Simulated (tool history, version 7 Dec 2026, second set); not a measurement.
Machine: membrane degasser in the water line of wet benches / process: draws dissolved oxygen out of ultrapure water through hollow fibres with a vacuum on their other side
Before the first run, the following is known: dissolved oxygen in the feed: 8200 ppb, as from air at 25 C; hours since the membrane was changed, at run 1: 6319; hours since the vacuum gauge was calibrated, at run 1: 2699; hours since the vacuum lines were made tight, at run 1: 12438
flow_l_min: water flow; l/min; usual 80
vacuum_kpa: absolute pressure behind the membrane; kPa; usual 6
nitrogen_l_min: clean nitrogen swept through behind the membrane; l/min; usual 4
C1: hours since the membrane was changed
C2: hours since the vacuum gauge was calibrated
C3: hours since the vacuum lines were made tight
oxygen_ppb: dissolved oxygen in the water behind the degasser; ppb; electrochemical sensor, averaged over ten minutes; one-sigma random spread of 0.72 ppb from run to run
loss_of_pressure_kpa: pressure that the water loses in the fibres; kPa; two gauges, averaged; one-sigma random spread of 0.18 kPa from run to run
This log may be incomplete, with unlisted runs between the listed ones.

Run 1, hour 0: usual settings; C1 6319; C2 2699; C3 12438. Result: oxygen_ppb 126.1 ppb, loss_of_pressure_kpa 45.79 kPa.
Run 2, hour 198.4: usual settings; C1 6518; C2 2898; C3 12636. Result: oxygen_ppb 127.1 ppb, loss_of_pressure_kpa 45.97 kPa.
Run 3, hour 347.7: usual settings; C1 6667; C2 3047; C3 12785. Result: oxygen_ppb 127 ppb, loss_of_pressure_kpa 46.16 kPa.
Run 4, hour 536: usual settings but nitrogen_l_min 7.79 l/min; C1 6855; C2 3235; C3 12974. Result: oxygen_ppb 71.1 ppb, loss_of_pressure_kpa 46.1 kPa.
Run 5, hour 706.5: usual settings but nitrogen_l_min 7.79 l/min; C1 7026; C2 3406; C3 13144. Result: oxygen_ppb 70.8 ppb, loss_of_pressure_kpa 46.05 kPa.
At hour 728.3: seals of the vacuum lines changed.
Run 6, hour 888.7: usual settings but nitrogen_l_min 7.79 l/min; C1 7206; C2 3586; C3 160. Result: oxygen_ppb 70.9 ppb, loss_of_pressure_kpa 45.91 kPa.
Run 7, hour 1017.5: usual settings; C1 7335; C2 3715; C3 289. Result: oxygen_ppb 126.1 ppb, loss_of_pressure_kpa 45.87 kPa.
Run 8, hour 1222.2: usual settings; C1 7539; C2 3920; C3 494. Result: oxygen_ppb 128 ppb, loss_of_pressure_kpa 45.9 kPa.
Run 9, hour 1426.7: usual settings but vacuum_kpa 13.36 kPa; C1 7744; C2 4124; C3 698. Result: oxygen_ppb 434.9 ppb, loss_of_pressure_kpa 45.79 kPa.
Run 10, hour 1640.8: usual settings but vacuum_kpa 13.36 kPa; C1 7958; C2 4338; C3 913. Result: oxygen_ppb 433 ppb, loss_of_pressure_kpa 45.81 kPa.
Run 11, hour 1756.1: usual settings but flow_l_min 88 l/min, vacuum_kpa 13.36 kPa; C1 8073; C2 4454; C3 1028. Result: oxygen_ppb 469.9 ppb, loss_of_pressure_kpa 50.86 kPa.
Run 12, hour 1997.4: usual settings but flow_l_min 88 l/min, vacuum_kpa 13.36 kPa; C1 8314; C2 4695; C3 1269. Result: oxygen_ppb 476.5 ppb, loss_of_pressure_kpa 50.77 kPa.
Run 13, hour 2264.6: usual settings but vacuum_kpa 13.48 kPa, nitrogen_l_min 2.18 l/min; C1 8582; C2 4962; C3 1536. Result: oxygen_ppb 717.4 ppb, loss_of_pressure_kpa 46.03 kPa.
Run 14, hour 2389.9: usual settings but flow_l_min 49 l/min, vacuum_kpa 7.36 kPa, nitrogen_l_min 3.22 l/min; C1 8707; C2 5087; C3 1662. Result: oxygen_ppb 142.6 ppb, loss_of_pressure_kpa 27.95 kPa.
Run 15, hour 2517.7: usual settings but flow_l_min 53 l/min, vacuum_kpa 6.38 kPa, nitrogen_l_min 6.37 l/min; C1 8835; C2 5215; C3 1789. Result: oxygen_ppb 63.1 ppb, loss_of_pressure_kpa 30.37 kPa.
Run 16, hour 2729.2: usual settings but flow_l_min 62 l/min, vacuum_kpa 8.96 kPa, nitrogen_l_min 1.71 l/min; C1 9046; C2 5427; C3 2001. Result: oxygen_ppb 409.9 ppb, loss_of_pressure_kpa 35.63 kPa.
At hour 2958.7: vacuum gauge calibrated.
Run 17, hour 2961.6: usual settings but flow_l_min 125 l/min, vacuum_kpa 10.88 kPa, nitrogen_l_min 2.98 l/min; C1 9278; C2 3; C3 2233. Result: oxygen_ppb 629.5 ppb, loss_of_pressure_kpa 71.77 kPa.
Run 18, hour 3223.6: usual settings but flow_l_min 125 l/min, vacuum_kpa 10.88 kPa, nitrogen_l_min 2.98 l/min; C1 9540; C2 265; C3 2495. Result: oxygen_ppb 632.3 ppb, loss_of_pressure_kpa 72.1 kPa.
Run 19, hour 3409.7: usual settings but flow_l_min 76 l/min; C1 9726; C2 451; C3 2681. Result: oxygen_ppb 121.1 ppb, loss_of_pressure_kpa 43.68 kPa.
Run 20, hour 3583.1: usual settings but flow_l_min 102 l/min, nitrogen_l_min 2.14 l/min; C1 9900; C2 624; C3 2854. Result: oxygen_ppb 261.6 ppb, loss_of_pressure_kpa 58.55 kPa.
Run 21, hour 3711: usual settings but flow_l_min 102 l/min, vacuum_kpa 8.2 kPa, nitrogen_l_min 2.84 l/min; C1 10028; C2 752; C3 2982. Result: oxygen_ppb 365.9 ppb, loss_of_pressure_kpa 58.92 kPa.
Run 22, hour 3920.5: usual settings but flow_l_min 49 l/min, vacuum_kpa 7.07 kPa, nitrogen_l_min 2.84 l/min; C1 10237; C2 962; C3 3192. Result: oxygen_ppb 149.1 ppb, loss_of_pressure_kpa 28.05 kPa.
Run 23, hour 4112.5: usual settings but flow_l_min 69 l/min, vacuum_kpa 8.72 kPa, nitrogen_l_min 3.47 l/min; C1 10429; C2 1154; C3 3384. Result: oxygen_ppb 239.7 ppb, loss_of_pressure_kpa 39.73 kPa.
Run 24, hour 4328.1: usual settings but flow_l_min 92 l/min, vacuum_kpa 7.16 kPa, nitrogen_l_min 9.75 l/min; C1 10645; C2 1369; C3 3599. Result: oxygen_ppb 95.2 ppb, loss_of_pressure_kpa 52.74 kPa.

Predict each of these 4 candidate next runs independently; none follows another, all start after run 24:
Run A, hour 4513.5: usual settings but flow_l_min 116 l/min, vacuum_kpa 7.16 kPa, nitrogen_l_min 5.6 l/min; C1 10830; C2 1555; C3 3785. Result: oxygen_ppb ?, loss_of_pressure_kpa ?.
Run B, hour 4513.5: usual settings but flow_l_min 58 l/min, vacuum_kpa 7.16 kPa, nitrogen_l_min 9.75 l/min; C1 10830; C2 1555; C3 3785. Result: oxygen_ppb ?, loss_of_pressure_kpa ?.
Run C, hour 4513.5: usual settings but vacuum_kpa 10.96 kPa; C1 10830; C2 1555; C3 3785. Result: oxygen_ppb ?, loss_of_pressure_kpa ?.
Run D, hour 4513.5: usual settings but vacuum_kpa 8.09 kPa, nitrogen_l_min 6.84 l/min; C1 10830; C2 1555; C3 3785. Result: oxygen_ppb ?, loss_of_pressure_kpa ?.

run  oxygen_ppb  loss_of_pressure_kpa
  A       200.3                 66.67
  B        56.7                 33.36
  C         340                 46.07
  D       136.3                 46.21
The same runs, with their run-to-run variation unchanged, on a tool lacking any hidden condition would have given:
run  oxygen_ppb  loss_of_pressure_kpa
  A       200.1                 66.63
  B        56.7                 33.34
  C       339.9                 46.03
  D       136.2                 46.18
